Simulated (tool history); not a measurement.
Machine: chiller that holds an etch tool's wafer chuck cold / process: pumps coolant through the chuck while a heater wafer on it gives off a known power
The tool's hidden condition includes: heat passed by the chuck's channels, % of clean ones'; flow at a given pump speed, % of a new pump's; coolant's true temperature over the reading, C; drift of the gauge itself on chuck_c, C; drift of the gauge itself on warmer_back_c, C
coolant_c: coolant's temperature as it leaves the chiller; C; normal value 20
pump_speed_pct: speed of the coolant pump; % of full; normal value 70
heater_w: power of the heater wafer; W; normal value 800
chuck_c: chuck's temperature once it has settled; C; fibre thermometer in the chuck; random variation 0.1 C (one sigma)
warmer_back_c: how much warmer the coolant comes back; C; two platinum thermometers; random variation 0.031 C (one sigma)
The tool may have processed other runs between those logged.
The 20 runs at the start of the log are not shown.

run,day,coolant_c,pump_speed_pct,heater_w,hours since the coolant was changed and the channels were flushed,hours since the pump was overhauled,hours since the chiller's thermometer was calibrated,chuck_c,warmer_back_c
# day 25.788: coolant pump overhauled
21,26.958,18,70,1094,4227,28,972,27.6,3.09
22,28.562,18,68,518,4265,67,1010,22.3,1.6
# day 29.696: coolant changed, channels flushed
23,30.392,13,70,1188,17,105,1048,22,3.46
24,32.167,12,81,1188,59,147,1091,20.2,2.89
25,33.333,20,85,472,87,175,1119,23,1.12
26,34.212,20,99,674,108,196,1140,23.8,1.32
27,35.262,20,99,674,134,221,1165,24,1.26
28,36.221,11,76,412,157,244,1188,13.8,1.09
# day 37.038: coolant pump overhauled, once more
29,37.483,11,76,412,182,11,1213,13.7,1.03
30,38.558,11,76,882,208,37,1239,17.3,2.22
31,40.012,11,76,882,243,71,1274,17.1,2.26
32,41.367,11,76,882,275,104,1306,17,2.24

Forecast each of these 4 alternatives for the next run:
A,42.238,20,70,564,296,125,1327,?,?
B,42.238,11,94,882,296,125,1327,?,?
C,42.238,20,76,800,296,125,1327,?,?
D,42.238,20,65,927,296,125,1327,?,?

run,chuck_c,warmer_back_c
A,24,1.53
B,16.1,1.68
C,25.6,2.01
D,27.4,2.81
What these runs would have given with no unlogged condition in the tool:
run,chuck_c,warmer_back_c
A,24.2,1.53
B,16.3,1.67
C,25.8,2
D,27.6,2.81
